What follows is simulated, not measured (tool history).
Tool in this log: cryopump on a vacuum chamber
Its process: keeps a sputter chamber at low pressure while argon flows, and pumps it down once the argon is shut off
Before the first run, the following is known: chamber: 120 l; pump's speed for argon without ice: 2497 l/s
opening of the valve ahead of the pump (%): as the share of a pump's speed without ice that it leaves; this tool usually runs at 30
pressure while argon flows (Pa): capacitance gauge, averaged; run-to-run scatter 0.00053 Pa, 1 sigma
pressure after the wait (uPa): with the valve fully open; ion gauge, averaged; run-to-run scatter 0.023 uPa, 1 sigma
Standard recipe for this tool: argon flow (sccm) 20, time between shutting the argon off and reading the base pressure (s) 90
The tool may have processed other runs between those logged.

run,hour,argon flow (sccm),time between shutting the argon off and reading the base pressure (s),opening of the valve ahead of the pump (%),pressure while argon flows (Pa),pressure after the wait (uPa)
1,0,20,90,30,0.0458,1.02
2,81.3,20,90,30,0.045,1.06
3,157.7,20,90,30,0.0475,1.08
4,227.1,15,90,30,0.0353,1.1
5,282.7,15,90,30,0.0345,1.09
6,342,15,35,30,0.0351,2.07
7,420,20,90,34,0.0411,1.12
8,497.7,20,184,34,0.0416,0.79
9,560.8,20,184,34,0.0419,0.83
10,595,20,90,30,0.047,1.2
11,675.7,20,90,30,0.0476,1.22
12,732.5,20,90,30,0.0477,1.18
13,780.5,20,90,30,0.0475,1.22
14,814.1,20,90,30,0.0481,1.21
15,848,20,90,30,0.0474,1.21
16,891,20,90,18,0.0783,1.22
17,945,20,90,30,0.0483,1.23
18,1017.2,36,93,15,0.1684,1.27
19,1060.9,36,22,20,0.1268,3.19
20,1117.6,9,128,20,0.032,1.11
21,1200.6,9,128,20,0.0323,1.12
22,1243.7,9,61,20,0.0314,1.65
23,1288.4,27,68,27,0.0722,1.52
24,1365.6,19,25,32,0.0448,2.88
# hour 1419.4: pump warmed up, emptied and cooled again
25,1428.2,21,162,56,0.0261,0.92
26,1495.4,16,90,32,0.0342,1.22
27,1560.4,16,90,32,0.0344,1.19
28,1609,16,90,32,0.0338,1.22
29,1669.6,38,32,49,0.0538,2.3
30,1736.9,25,90,58,0.0295,1.27
31,1815.6,31,90,58,0.038,1.31
32,1897.9,31,90,58,0.0382,1.27
33,1949.9,18,31,30,0.0418,2.44

Below, some changes in pressure while argon flows (Pa) between adjacent runs. For each, the amount present without the hidden state too (settings, incoming material, random variation) and the amount remaining for the hidden state with gauge scatter not shared by both compared results:
Hidden state at play: pump's speed, % of a pump's without ice; cold plate's temperature, K; leak into the chamber, uPa l/s; drift of the gauge itself on working_pa, %; drift of the gauge itself on base_upa, %.
Run 17 -> 18: argon flow (sccm) 20 -> 36, time between shutting the argon off and reading the base pressure (s) 90 -> 93, opening of the valve ahead of the pump (%) 30 -> 15. pressure while argon flows (Pa) +0.1201: hidden state +0.0028, all else +0.1173.
Run 18 -> 19: time between shutting the argon off and reading the base pressure (s) 93 -> 22, opening of the valve ahead of the pump (%) 15 -> 20. pressure while argon flows (Pa) -0.0416: hidden state +0.0002, all else -0.0418.
Run 19 -> 20: argon flow (sccm) 36 -> 9, time between shutting the argon off and reading the base pressure (s) 22 -> 128. pressure while argon flows (Pa) -0.0948: hidden state -0.0045, all else -0.0903.
Run 22 -> 23: argon flow (sccm) 9 -> 27, time between shutting the argon off and reading the base pressure (s) 61 -> 68, opening of the valve ahead of the pump (%) 20 -> 27. pressure while argon flows (Pa) +0.0408: hidden state +0.0037, all else +0.0371.
Run 24 -> 25: argon flow (sccm) 19 -> 21, time between shutting the argon off and reading the base pressure (s) 25 -> 162, opening of the valve ahead of the pump (%) 32 -> 56, pump warmed up, emptied and cooled again. pressure while argon flows (Pa) -0.0187: hidden state -0.004, all else -0.0147.
